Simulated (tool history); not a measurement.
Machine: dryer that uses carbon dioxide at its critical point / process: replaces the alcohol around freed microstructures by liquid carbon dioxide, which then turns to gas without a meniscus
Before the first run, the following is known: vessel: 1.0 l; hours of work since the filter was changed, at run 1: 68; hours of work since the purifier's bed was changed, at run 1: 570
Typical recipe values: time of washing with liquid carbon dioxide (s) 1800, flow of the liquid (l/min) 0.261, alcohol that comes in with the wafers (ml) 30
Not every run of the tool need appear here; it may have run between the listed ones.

| run | hour | time of washing with liquid carbon dioxide (s) | flow of the liquid (l/min) | alcohol that comes in with the wafers (ml) | hours of work since the filter was changed | hours of work since the purifier's bed was changed | alcohol left in the vessel before it's heated (ppm by volume) |
|---|---|---|---|---|---|---|---|
| 1 | 0 | 1800 | 0.261 | 30 | 68 | 570 | 218 |
| 2 | 63.8 | 1800 | 0.261 | 30 | 104 | 606 | 212 |
| 3 | 93.8 | 2040 | 0.261 | 30 | 121 | 624 | 193 |
| 4 | 126.1 | 2040 | 0.274 | 30 | 140 | 642 | 192 |
| 5 | 182.6 | 1800 | 0.261 | 30 | 172 | 675 | 248 |
| 6 | 250.9 | 1800 | 0.406 | 30 | 212 | 714 | 198 |
|  | 291.7 | purifier's bed changed |
| 7 | 306.8 | 1800 | 0.406 | 30 | 242 | 9 | 9 |
| 8 | 371.6 | 1800 | 0.406 | 23 | 279 | 46 | 14 |
| 9 | 408.8 | 1800 | 0.406 | 23 | 300 | 67 | 23 |
| 10 | 472.3 | 1800 | 0.406 | 23 | 337 | 104 | 42 |
| 11 | 519.9 | 1800 | 0.406 | 38 | 364 | 131 | 46 |
| 12 | 562.7 | 1800 | 0.261 | 30 | 389 | 155 | 116 |
| 13 | 618.1 | 1800 | 0.261 | 30 | 420 | 187 | 125 |
| 14 | 682.4 | 1800 | 0.261 | 30 | 457 | 224 | 139 |
| 15 | 712 | 1800 | 0.261 | 30 | 474 | 241 | 149 |
| 16 | 766.7 | 1800 | 0.261 | 112 | 506 | 272 | 362 |
| 17 | 833.7 | 1800 | 0.261 | 26 | 544 | 311 | 163 |
| 18 | 888.1 | 1800 | 0.261 | 26 | 575 | 342 | 162 |
|  | 926.2 | inlet filter changed |
| 19 | 935.2 | 1680 | 0.261 | 26 | 5 | 369 | 163 |
| 20 | 985.5 | 1680 | 0.261 | 26 | 34 | 397 | 189 |
| 21 | 1026.4 | 1680 | 0.261 | 26 | 57 | 421 | 190 |
| 22 | 1068.4 | 1800 | 0.437 | 30 | 82 | 445 | 136 |
| 23 | 1106.7 | 1800 | 0.261 | 30 | 104 | 467 | 190 |
| 24 | 1148.4 | 1260 | 0.261 | 30 | 127 | 491 | 535 |
| 25 | 1206 | 2700 | 0.261 | 20 | 160 | 524 | 152 |
| 26 | 1273.8 | 2760 | 0.261 | 20 | 199 | 563 | 163 |
| 27 | 1325.6 | 1800 | 0.261 | 30 | 229 | 592 | 220 |
| 28 | 1364.2 | 1800 | 0.368 | 90 | 251 | 615 | 185 |
| 29 | 1393.2 | 2760 | 0.368 | 45 | 268 | 631 | 176 |
| 30 | 1447.8 | 2760 | 0.368 | 45 | 299 | 663 | 199 |
| 31 | 1502 | 2040 | 0.327 | 29 | 330 | 694 | 198 |
| 32 | 1544 | 1320 | 0.186 | 29 | 354 | 718 | 1346 |

Expected results for the next run?
|  | 1574.6 | purifier's bed changed |
| 33 | 1584.4 | 1080 | 0.261 | 115 | 376 | 6 | ? |

alcohol left in the vessel before it's heated (ppm by volume): 3013
Take away the tool's hidden state, keep the run-to-run variation as it was, and the same run would have given alcohol left in the vessel before it's heated (ppm by volume) 2497.
